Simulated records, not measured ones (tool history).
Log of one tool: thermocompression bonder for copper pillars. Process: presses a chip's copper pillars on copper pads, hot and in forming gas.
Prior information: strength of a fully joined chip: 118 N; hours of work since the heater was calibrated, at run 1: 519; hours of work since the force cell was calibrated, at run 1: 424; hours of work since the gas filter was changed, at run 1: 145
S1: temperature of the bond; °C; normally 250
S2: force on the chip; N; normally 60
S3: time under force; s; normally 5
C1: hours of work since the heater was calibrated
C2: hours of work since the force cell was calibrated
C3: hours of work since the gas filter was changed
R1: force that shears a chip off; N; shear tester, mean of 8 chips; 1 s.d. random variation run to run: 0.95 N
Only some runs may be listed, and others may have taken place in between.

Run 1, hour 0.0: usual settings; C1 519; C2 424; C3 145. Result: R1 69.0 N.
Run 2, hour 31.4: usual settings but S1 248 °C; C1 534; C2 439; C3 160. Result: R1 70.4 N.
Run 3, hour 48.1: usual settings but S2 88 N; C1 542; C2 447; C3 167. Result: R1 85.0 N.
Run 4, hour 77.7: usual settings but S2 88 N; C1 556; C2 460; C3 181. Result: R1 83.8 N.
Run 5, hour 105.2: usual settings but S2 88 N; C1 568; C2 473; C3 194. Result: R1 82.5 N.
Run 6, hour 126.4: usual settings but S2 88 N; C1 578; C2 483; C3 204. Result: R1 83.7 N.
Run 7, hour 162.7: usual settings but S2 88 N; C1 595; C2 500; C3 221. Result: R1 83.8 N.
Run 8, hour 186.9: usual settings; C1 607; C2 511; C3 232. Result: R1 66.5 N.
Run 9, hour 205.4: usual settings; C1 615; C2 520; C3 241. Result: R1 68.6 N.
Run 10, hour 229.2: usual settings; C1 626; C2 531; C3 252. Result: R1 66.7 N.
Run 11, hour 261.0: usual settings; C1 641; C2 546; C3 267. Result: R1 66.8 N.
At hour 281.7: forming gas filter changed.
Run 12, hour 281.7: usual settings; C1 651; C2 555; C3 0. Result: R1 72.5 N.
Run 13, hour 311.7: usual settings; C1 665; C2 569; C3 14. Result: R1 73.2 N.
Run 14, hour 349.2: usual settings; C1 682; C2 587; C3 31. Result: R1 70.5 N.
Run 15, hour 372.7: usual settings; C1 693; C2 598; C3 42. Result: R1 70.9 N.
Run 16, hour 399.1: usual settings; C1 705; C2 610; C3 55. Result: R1 70.6 N.
Run 17, hour 426.3: usual settings; C1 718; C2 623; C3 67. Result: R1 71.1 N.
Run 18, hour 445.3: usual settings; C1 727; C2 632; C3 76. Result: R1 69.7 N.
Run 19, hour 473.9: usual settings; C1 740; C2 645; C3 90. Result: R1 69.2 N.
Run 20, hour 494.8: usual settings but S1 263 °C; C1 750; C2 655; C3 99. Result: R1 79.7 N.
Run 21, hour 526.1: usual settings but S1 232 °C, S2 64 N, S3 6 s; C1 765; C2 670; C3 114. Result: R1 61.1 N.
Run 22, hour 551.4: usual settings but S1 232 °C, S2 64 N, S3 6 s; C1 776; C2 681; C3 126. Result: R1 60.3 N.
Run 23, hour 567.8: usual settings but S1 225 °C, S2 84 N, S3 10 s; C1 784; C2 689; C3 134. Result: R1 75.6 N.
Run 24, hour 599.0: usual settings but S1 259 °C, S2 40 N, S3 9 s; C1 799; C2 704; C3 148. Result: R1 71.9 N.
Run 25, hour 626.4: usual settings but S1 259 °C, S2 40 N, S3 9 s; C1 811; C2 716; C3 161. Result: R1 68.8 N.
At hour 631.3: force cell calibrated.
Run 26, hour 646.7: usual settings but S2 40 N, S3 10 s; C1 820; C2 7; C3 170. Result: R1 65.3 N.
Run 27, hour 664.2: usual settings but S2 53 N, S3 10 s; C1 828; C2 15; C3 178. Result: R1 74.7 N.
Run 28, hour 693.1: usual settings but S1 236 °C, S2 63 N, S3 3 s; C1 842; C2 29; C3 191. Result: R1 48.2 N.
Run 29, hour 717.7: usual settings but S1 236 °C, S2 63 N, S3 4 s; C1 853; C2 40; C3 203. Result: R1 51.4 N.
Run 30, hour 748.1: usual settings but S1 236 °C, S2 63 N, S3 4 s; C1 868; C2 54; C3 217. Result: R1 49.9 N.
Run 31, hour 769.5: usual settings but S2 65 N, S3 4 s; C1 878; C2 65; C3 227. Result: R1 61.6 N.
Run 32, hour 790.0: usual settings but S2 65 N, S3 4 s; C1 887; C2 74; C3 237. Result: R1 62.7 N.
Run 33, hour 805.7: usual settings but S2 65 N, S3 4 s; C1 894; C2 81; C3 244. Result: R1 63.3 N.
Run 34, hour 834.2: usual settings but S2 65 N, S3 4 s; C1 908; C2 95; C3 257. Result: R1 60.7 N.
At hour 856.4: force cell calibrated, once more.
Run 35, hour 873.4: usual settings but S1 238 °C, S2 55 N, S3 6 s; C1 925; C2 8; C3 275. Result: R1 55.5 N.
At hour 877.4: forming gas filter changed.
Run 36, hour 891.9: usual settings but S1 255 °C, S2 63 N, S3 6 s; C1 934; C2 16; C3 7. Result: R1 80.2 N.
At hour 907.6: heater calibrated with a thermocouple chip.
Run 37, hour 920.2: usual settings but S1 261 °C, S2 47 N, S3 4 s; C1 6; C2 29; C3 19. Result: R1 71.8 N.
Run 38, hour 943.4: usual settings but S1 244 °C, S3 4 s; C1 17; C2 39; C3 30. Result: R1 68.4 N.
Run 39, hour 962.9: usual settings but S1 244 °C, S3 4 s; C1 26; C2 49; C3 39. Result: R1 66.1 N.

A few steps of R1 between consecutive runs. Split each: what settings, incoming material and random variation would produce without the hidden state, and what is left over for the hidden state, along with gauge scatter present in only one of the two compared results (measured, and without hidden state):
Hidden conditions of the tool in this case: true temperature of the bond over the reading, C; force that reaches the chip, % of what is set; oxide that the forming gas leaves, % of the face; drift of the gauge itself on shear_n, %.
Run 11 -> 12: forming gas filter changed. R1 +5.7 N: hidden state +7.1, all else -1.4.
Run 20 -> 21: S1 263 -> 232, S2 60 -> 64, S3 5 -> 6. R1 -18.6 N: hidden state -1.0, all else -17.6.
Run 27 -> 28: S1 250 -> 236, S2 53 -> 63, S3 10 -> 3. R1 -26.5 N: hidden state +1.4, all else -27.9.
Run 35 -> 36: S1 238 -> 255, S2 55 -> 63, forming gas filter changed. R1 +24.7 N: hidden state +6.5, all else +18.2.
Run 36 -> 37: S1 255 -> 261, S2 63 -> 47, S3 6 -> 4, heater calibrated with a thermocouple chip. R1 -8.4 N: hidden state +7.6, all else -16.0.

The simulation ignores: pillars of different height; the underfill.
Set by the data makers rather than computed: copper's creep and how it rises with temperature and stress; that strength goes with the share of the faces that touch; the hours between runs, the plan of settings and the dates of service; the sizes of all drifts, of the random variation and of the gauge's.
